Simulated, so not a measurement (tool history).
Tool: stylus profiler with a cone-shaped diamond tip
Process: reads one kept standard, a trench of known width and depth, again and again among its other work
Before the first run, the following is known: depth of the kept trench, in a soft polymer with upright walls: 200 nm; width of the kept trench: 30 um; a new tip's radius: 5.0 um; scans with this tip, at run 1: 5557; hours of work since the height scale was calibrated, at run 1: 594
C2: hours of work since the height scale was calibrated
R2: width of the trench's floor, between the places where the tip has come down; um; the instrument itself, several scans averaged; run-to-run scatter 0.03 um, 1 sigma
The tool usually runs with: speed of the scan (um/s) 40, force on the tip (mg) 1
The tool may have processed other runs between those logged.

{"run": 1, "hour": 0.0, "speed of the scan (um/s)": 40, "force on the tip (mg)": 1, "scans with this tip": 5557, "C2": 594, "depth of the trench (Å)": 2006.8, "R2": 26.38}
{"run": 2, "hour": 47.3, "speed of the scan (um/s)": 40, "force on the tip (mg)": 1, "scans with this tip": 5906, "C2": 631, "depth of the trench (Å)": 2007.7, "R2": 26.33}
{"run": 3, "hour": 79.4, "speed of the scan (um/s)": 40, "force on the tip (mg)": 1, "scans with this tip": 6144, "C2": 656, "depth of the trench (Å)": 2006.2, "R2": 26.34}
{"run": 4, "hour": 106.4, "speed of the scan (um/s)": 40, "force on the tip (mg)": 1, "scans with this tip": 6344, "C2": 678, "depth of the trench (Å)": 2006.7, "R2": 26.32}
{"run": 5, "hour": 127.3, "speed of the scan (um/s)": 40, "force on the tip (mg)": 1, "scans with this tip": 6498, "C2": 694, "depth of the trench (Å)": 2006.3, "R2": 26.28}
{"run": 6, "hour": 153.1, "speed of the scan (um/s)": 40, "force on the tip (mg)": 1, "scans with this tip": 6689, "C2": 715, "depth of the trench (Å)": 2007.2, "R2": 26.29}
{"run": 7, "hour": 178.7, "speed of the scan (um/s)": 40, "force on the tip (mg)": 1, "scans with this tip": 6879, "C2": 735, "depth of the trench (Å)": 2007.7, "R2": 26.23}
{"run": 8, "hour": 206.6, "speed of the scan (um/s)": 40, "force on the tip (mg)": 1, "scans with this tip": 7086, "C2": 757, "depth of the trench (Å)": 2004.6, "R2": 26.22}
{"run": 9, "hour": 226.7, "speed of the scan (um/s)": 40, "force on the tip (mg)": 1, "scans with this tip": 7234, "C2": 773, "depth of the trench (Å)": 2004.8, "R2": 26.16}
{"run": 10, "hour": 250.2, "speed of the scan (um/s)": 40, "force on the tip (mg)": 1.14, "scans with this tip": 7408, "C2": 791, "depth of the trench (Å)": 2006.5, "R2": 26.26}
{"run": 11, "hour": 291.5, "speed of the scan (um/s)": 40, "force on the tip (mg)": 1, "scans with this tip": 7714, "C2": 824, "depth of the trench (Å)": 2006.6, "R2": 26.16}
{"run": 12, "hour": 335.6, "speed of the scan (um/s)": 40, "force on the tip (mg)": 1, "scans with this tip": 8040, "C2": 859, "depth of the trench (Å)": 2005.5, "R2": 26.16}
{"run": 13, "hour": 380.7, "speed of the scan (um/s)": 40, "force on the tip (mg)": 0.63, "scans with this tip": 8374, "C2": 894, "depth of the trench (Å)": 2001, "R2": 26.05}
{"run": 14, "hour": 420.2, "speed of the scan (um/s)": 40, "force on the tip (mg)": 0.63, "scans with this tip": 8666, "C2": 926, "depth of the trench (Å)": 2001.6, "R2": 26.02}
{"run": 15, "hour": 460.7, "speed of the scan (um/s)": 40, "force on the tip (mg)": 0.76, "scans with this tip": 8966, "C2": 958, "depth of the trench (Å)": 2000.5, "R2": 25.98}
{"run": 16, "hour": 483.4, "speed of the scan (um/s)": 40, "force on the tip (mg)": 1, "scans with this tip": 9134, "C2": 976, "depth of the trench (Å)": 2005.2, "R2": 26.01}
{"run": 17, "hour": 520.9, "speed of the scan (um/s)": 40, "force on the tip (mg)": 1, "scans with this tip": 9411, "C2": 1005, "depth of the trench (Å)": 2004.6, "R2": 25.96}
{"run": 18, "hour": 558.1, "speed of the scan (um/s)": 98, "force on the tip (mg)": 1, "scans with this tip": 9687, "C2": 1035, "depth of the trench (Å)": 2004, "R2": 25.64}
{"run": 19, "hour": 600.0, "speed of the scan (um/s)": 98, "force on the tip (mg)": 0.35, "scans with this tip": 9997, "C2": 1068, "depth of the trench (Å)": 1996.3, "R2": 25.25}
{"run": 20, "hour": 632.7, "speed of the scan (um/s)": 40, "force on the tip (mg)": 1, "scans with this tip": 10239, "C2": 1094, "depth of the trench (Å)": 2004.6, "R2": 25.95}
{"run": 21, "hour": 665.9, "speed of the scan (um/s)": 40, "force on the tip (mg)": 0.62, "scans with this tip": 10485, "C2": 1120, "depth of the trench (Å)": 2000.4, "R2": 25.82}
{"hour": 669.6, "done": "height scale calibrated on a step standard"}
{"run": 22, "hour": 712.6, "speed of the scan (um/s)": 40, "force on the tip (mg)": 0.62, "scans with this tip": 10826, "C2": 34, "depth of the trench (Å)": 1998.2, "R2": 25.79}
{"run": 23, "hour": 758.0, "speed of the scan (um/s)": 40, "force on the tip (mg)": 1.53, "scans with this tip": 11162, "C2": 70, "depth of the trench (Å)": 2007.2, "R2": 25.87}
{"run": 24, "hour": 783.8, "speed of the scan (um/s)": 40, "force on the tip (mg)": 1.53, "scans with this tip": 11353, "C2": 90, "depth of the trench (Å)": 2003.7, "R2": 25.81}
{"run": 25, "hour": 826.8, "speed of the scan (um/s)": 40, "force on the tip (mg)": 1.53, "scans with this tip": 11672, "C2": 124, "depth of the trench (Å)": 2004.3, "R2": 25.78}
{"run": 26, "hour": 858.3, "speed of the scan (um/s)": 32, "force on the tip (mg)": 0.54, "scans with this tip": 11905, "C2": 149, "depth of the trench (Å)": 1996.8, "R2": 25.68}
{"run": 27, "hour": 888.0, "speed of the scan (um/s)": 32, "force on the tip (mg)": 0.54, "scans with this tip": 12124, "C2": 173, "depth of the trench (Å)": 1999.1, "R2": 25.68}

For run 28, what comes out?
{"hour": 915.1, "done": "height scale calibrated on a step standard, once more"}
{"run": 28, "hour": 915.1, "speed of the scan (um/s)": 73, "force on the tip (mg)": 0.65, "scans with this tip": 12321, "C2": 0, "depth of the trench (Å)": "?", "R2": "?"}

depth of the trench (Å): 2010
R2: 25.42 um
Take away the tool's hidden state, keep the run-to-run variation as it was, and the same run would have given depth of the trench (Å) 2010.2, R2 26.71 um.
